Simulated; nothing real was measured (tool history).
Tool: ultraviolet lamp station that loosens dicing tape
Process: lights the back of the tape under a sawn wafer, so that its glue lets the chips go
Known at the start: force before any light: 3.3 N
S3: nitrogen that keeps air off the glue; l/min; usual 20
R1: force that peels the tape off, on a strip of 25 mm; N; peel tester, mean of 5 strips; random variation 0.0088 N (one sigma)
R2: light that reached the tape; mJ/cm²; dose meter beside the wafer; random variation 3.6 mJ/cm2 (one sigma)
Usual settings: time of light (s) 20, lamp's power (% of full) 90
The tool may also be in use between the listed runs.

run 1 hour=0 | time_of_light_(s)=20 lamp's_power_(%_of_full)=90 S3=20 | R1=0.61 R2=406
run 2 hour=54.8 | time_of_light_(s)=20 lamp's_power_(%_of_full)=90 S3=20 | R1=0.64 R2=386
run 3 hour=102.5 | time_of_light_(s)=20 lamp's_power_(%_of_full)=90 S3=20 | R1=0.631 R2=371
-- hour=109.6 window cleaned of glue's vapour
run 4 hour=154.3 | time_of_light_(s)=20 lamp's_power_(%_of_full)=90 S3=20 | R1=0.523 R2=442
run 5 hour=226.5 | time_of_light_(s)=20 lamp's_power_(%_of_full)=90 S3=20 | R1=0.566 R2=410
run 6 hour=264.6 | time_of_light_(s)=20 lamp's_power_(%_of_full)=90 S3=20 | R1=0.605 R2=400
run 7 hour=326.4 | time_of_light_(s)=20 lamp's_power_(%_of_full)=90 S3=20 | R1=0.674 R2=379
run 8 hour=365.6 | time_of_light_(s)=20 lamp's_power_(%_of_full)=90 S3=20 | R1=0.654 R2=366
-- hour=390.9 window cleaned of glue's vapour
run 9 hour=396.8 | time_of_light_(s)=28 lamp's_power_(%_of_full)=90 S3=20 | R1=0.338 R2=602
run 10 hour=440.4 | time_of_light_(s)=27 lamp's_power_(%_of_full)=90 S3=20 | R1=0.38 R2=561
run 11 hour=495.7 | time_of_light_(s)=11 lamp's_power_(%_of_full)=100 S3=6 | R1=1.45 R2=247
-- hour=524.5 lamp changed
run 12 hour=549.6 | time_of_light_(s)=11 lamp's_power_(%_of_full)=62 S3=6 | R1=1.586 R2=205
run 13 hour=597.5 | time_of_light_(s)=12 lamp's_power_(%_of_full)=68 S3=35 | R1=1.025 R2=231
run 14 hour=635.8 | time_of_light_(s)=29 lamp's_power_(%_of_full)=63 S3=9 | R1=0.579 R2=512
-- hour=673.7 window cleaned of glue's vapour
run 15 hour=710.8 | time_of_light_(s)=13 lamp's_power_(%_of_full)=70 S3=6 | R1=1.273 R2=283
run 16 hour=745.2 | time_of_light_(s)=20 lamp's_power_(%_of_full)=88 S3=20 | R1=0.422 R2=528
run 17 hour=776.8 | time_of_light_(s)=10 lamp's_power_(%_of_full)=64 S3=10 | R1=1.589 R2=187
run 18 hour=810.9 | time_of_light_(s)=10 lamp's_power_(%_of_full)=64 S3=10 | R1=1.582 R2=185
run 19 hour=869.4 | time_of_light_(s)=10 lamp's_power_(%_of_full)=64 S3=10 | R1=1.719 R2=175
run 20 hour=926.3 | time_of_light_(s)=24 lamp's_power_(%_of_full)=90 S3=20 | R1=0.385 R2=575

Measured less the same run without the tool's hidden state. The same run-to-run variation is in both; the gauge's scatter may not be:
The hidden state here: lamp's light, % of a new lamp's; light that the window lets through, % of a clean one's; drift of the gauge itself on peel_n, %; drift of the gauge itself on dose_mj_cm2, %.
run=1 R1=+0.239 R2=-191
run=2 R1=+0.268 R2=-207
run=3 R1=+0.289 R2=-223
run=4 R1=+0.171 R2=-159
run=5 R1=+0.215 R2=-180
run=6 R1=+0.242 R2=-194
run=7 R1=+0.292 R2=-214
run=8 R1=+0.303 R2=-225
run=9 R1=+0.091 R2=-234
run=10 R1=+0.115 R2=-243
run=11 R1=+0.452 R2=-120
run=12 R1=+0.109 R2=-22
run=13 R1=+0.144 R2=-34
run=14 R1=+0.114 R2=-93
run=15 R1=+0.066 R2=-17
run=16 R1=+0.042 R2=-47
run=17 R1=+0.126 R2=-22
run=18 R1=+0.151 R2=-26
run=19 R1=+0.206 R2=-34
run=20 R1=+0.08 R2=-140
